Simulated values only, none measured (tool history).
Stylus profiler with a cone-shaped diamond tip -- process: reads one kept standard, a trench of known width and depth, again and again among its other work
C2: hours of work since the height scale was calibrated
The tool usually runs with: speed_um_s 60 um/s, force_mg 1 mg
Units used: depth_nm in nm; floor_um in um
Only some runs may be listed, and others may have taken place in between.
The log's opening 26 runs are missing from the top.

Run 27, day 99.771: usual settings but speed_um_s 27 um/s, force_mg 0.39 mg; scans with this tip 11236; C2 432. Result: depth_nm 200.73 nm, floor_um 96.01 um.
At day 104.171: new tip fitted, height scale calibrated.
Run 28, day 105.162: usual settings but speed_um_s 27 um/s, force_mg 0.39 mg; scans with this tip 88; C2 11. Result: depth_nm 200.56 nm, floor_um 96.78 um.
Run 29, day 109.904: usual settings but speed_um_s 49 um/s, force_mg 0.51 mg; scans with this tip 508; C2 64. Result: depth_nm 200.69 nm, floor_um 96.47 um.
Run 30, day 115.154: usual settings but speed_um_s 53 um/s, force_mg 0.98 mg; scans with this tip 973; C2 122. Result: depth_nm 201 nm, floor_um 96.57 um.
Run 31, day 119.817: usual settings but speed_um_s 53 um/s, force_mg 0.98 mg; scans with this tip 1386; C2 174. Result: depth_nm 201.14 nm, floor_um 96.56 um.
Run 32, day 124.133: usual settings but speed_um_s 53 um/s, force_mg 0.98 mg; scans with this tip 1768; C2 223. Result: depth_nm 201.02 nm, floor_um 96.52 um.
Run 33, day 128.429: usual settings but speed_um_s 53 um/s, force_mg 0.98 mg; scans with this tip 2148; C2 271. Result: depth_nm 201.07 nm, floor_um 96.48 um.
Run 34, day 131.771: usual settings but speed_um_s 225 um/s, force_mg 0.43 mg; scans with this tip 2444; C2 308. Result: depth_nm 200.71 nm, floor_um 93.72 um.
Run 35, day 136.7: usual settings but speed_um_s 29 um/s, force_mg 0.53 mg; scans with this tip 2881; C2 363. Result: depth_nm 200.78 nm, floor_um 96.6 um.
Run 36, day 141.808: usual settings but speed_um_s 103 um/s, force_mg 1.69 mg; scans with this tip 3333; C2 420. Result: depth_nm 201.68 nm, floor_um 96.15 um.
Run 37, day 144.367: usual settings but speed_um_s 103 um/s, force_mg 1.69 mg; scans with this tip 3560; C2 448. Result: depth_nm 201.67 nm, floor_um 96.12 um.
Run 38, day 147.842: usual settings but speed_um_s 103 um/s, force_mg 1.69 mg; scans with this tip 3867; C2 487. Result: depth_nm 201.72 nm, floor_um 96.13 um.
Run 39, day 150.821: usual settings but speed_um_s 103 um/s, force_mg 1.69 mg; scans with this tip 4131; C2 520. Result: depth_nm 201.74 nm, floor_um 96.04 um.
Run 40, day 154.5: usual settings but speed_um_s 43 um/s, force_mg 0.57 mg; scans with this tip 4457; C2 561. Result: depth_nm 200.99 nm, floor_um 96.35 um.
Run 41, day 158.262: usual settings but speed_um_s 22 um/s, force_mg 0.94 mg; scans with this tip 4790; C2 603. Result: depth_nm 201.33 nm, floor_um 96.62 um.
Run 42, day 162.533: usual settings but speed_um_s 213 um/s, force_mg 1.4 mg; scans with this tip 5168; C2 651. Result: depth_nm 201.66 nm, floor_um 95.12 um.
Run 43, day 164.838: usual settings but speed_um_s 213 um/s, force_mg 1.4 mg; scans with this tip 5372; C2 676. Result: depth_nm 201.56 nm, floor_um 95.02 um.
Run 44, day 168.079: usual settings but speed_um_s 213 um/s, force_mg 1.4 mg; scans with this tip 5660; C2 713. Result: depth_nm 201.64 nm, floor_um 95 um.

Predict each of these 3 candidate next runs independently; none follows another, all start after run 44:
Run A, day 172.542: usual settings but speed_um_s 67 um/s, force_mg 0.77 mg; scans with this tip 6055; C2 762. Result: depth_nm ?, floor_um ?.
Run B, day 172.542: usual settings but speed_um_s 32 um/s, force_mg 1.33 mg; scans with this tip 6055; C2 762. Result: depth_nm ?, floor_um ?.
Run C, day 172.542: usual settings but speed_um_s 213 um/s, force_mg 0.94 mg; scans with this tip 6055; C2 762. Result: depth_nm ?, floor_um ?.

run  depth_nm  floor_um
  A    201.17     95.98
  B    201.54     96.44
  C    201.35      94.6
Take away the tool's hidden state, keep each run's random variation, and the runs would have read:
run  depth_nm  floor_um
  A    200.83     96.46
  B    201.19     96.92
  C    201.01     95.09
